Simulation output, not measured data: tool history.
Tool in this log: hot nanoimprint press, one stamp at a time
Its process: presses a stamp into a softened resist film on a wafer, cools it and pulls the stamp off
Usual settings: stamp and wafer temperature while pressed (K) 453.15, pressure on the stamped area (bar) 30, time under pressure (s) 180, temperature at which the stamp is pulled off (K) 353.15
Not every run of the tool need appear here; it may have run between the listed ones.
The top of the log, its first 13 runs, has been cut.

run	hour	stamp and wafer temperature while pressed (K)	pressure on the stamped area (bar)	time under pressure (s)	temperature at which the stamp is pulled off (K)	hours of work since the thermocouple was calibrated	imprints on the stamp's release coat	hours of work since the press's seals were changed	resist left under the stamp's widest pad (nm)	greatest force while the stamp is pulled off (N)
14	275.5	453.15	30	180	353.15	360	1258	705	349	162
15	303.6	453.15	30	180	353.15	381	1387	726	351.1	163
16	331.8	457.15	30	180	353.15	402	1516	747	301.1	165
# hour 345.6: stamp cleaned and given a new release coat
17	354.7	451.15	26.7	359	353.15	414	42	759	306.9	142
18	367.6	451.15	26.7	359	353.15	424	101	769	310.3	136
19	384.3	453.15	20.9	180	353.15	436	177	781	406.1	143
20	411.1	453.15	20.9	180	353.15	456	300	801	403.2	142
21	434.3	453.15	19	180	358.15	473	406	819	414.4	129
22	447.1	453.15	19	180	358.15	483	464	828	414.8	130
23	460.2	445.15	21.3	180	358.15	493	524	838	521.9	130
24	480.5	453.15	27.3	354	353.15	508	617	853	285.9	149
25	507	453.15	27.3	152	347.15	527	738	872	392.9	172
26	522.8	453.15	29	152	344.15	539	810	884	390.1	188
27	543.8	453.15	24.1	99	352.15	555	906	900	475.1	159
28	562.6	455.15	30.6	236	352.15	568	992	914	299.3	164
# hour 573.4: plate thermocouple calibrated
29	582.5	458.15	21	180	353.15	7	1069	926	314.5	150
30	599.1	458.15	21	180	353.15	19	1145	938	316.4	153

Branching from run 30: 4 alternative next runs. What would each branch give?
A	617.3	451.15	18.2	147	353.15	33	1228	952	?	?
B	617.3	458.15	21.4	127	353.15	33	1228	952	?	?
C	617.3	458.15	21	180	360.15	33	1228	952	?	?
D	617.3	458.15	30.1	172	353.15	33	1228	952	?	?

run	resist left under the stamp's widest pad (nm)	greatest force while the stamp is pulled off (N)
A	452.5	155
B	355.2	155
C	317.5	125
D	276.7	152
With no hidden state in the tool, these same runs would have given:
run	resist left under the stamp's widest pad (nm)	greatest force while the stamp is pulled off (N)
A	444.1	133
B	346	133
C	308.8	107
D	265.8	130

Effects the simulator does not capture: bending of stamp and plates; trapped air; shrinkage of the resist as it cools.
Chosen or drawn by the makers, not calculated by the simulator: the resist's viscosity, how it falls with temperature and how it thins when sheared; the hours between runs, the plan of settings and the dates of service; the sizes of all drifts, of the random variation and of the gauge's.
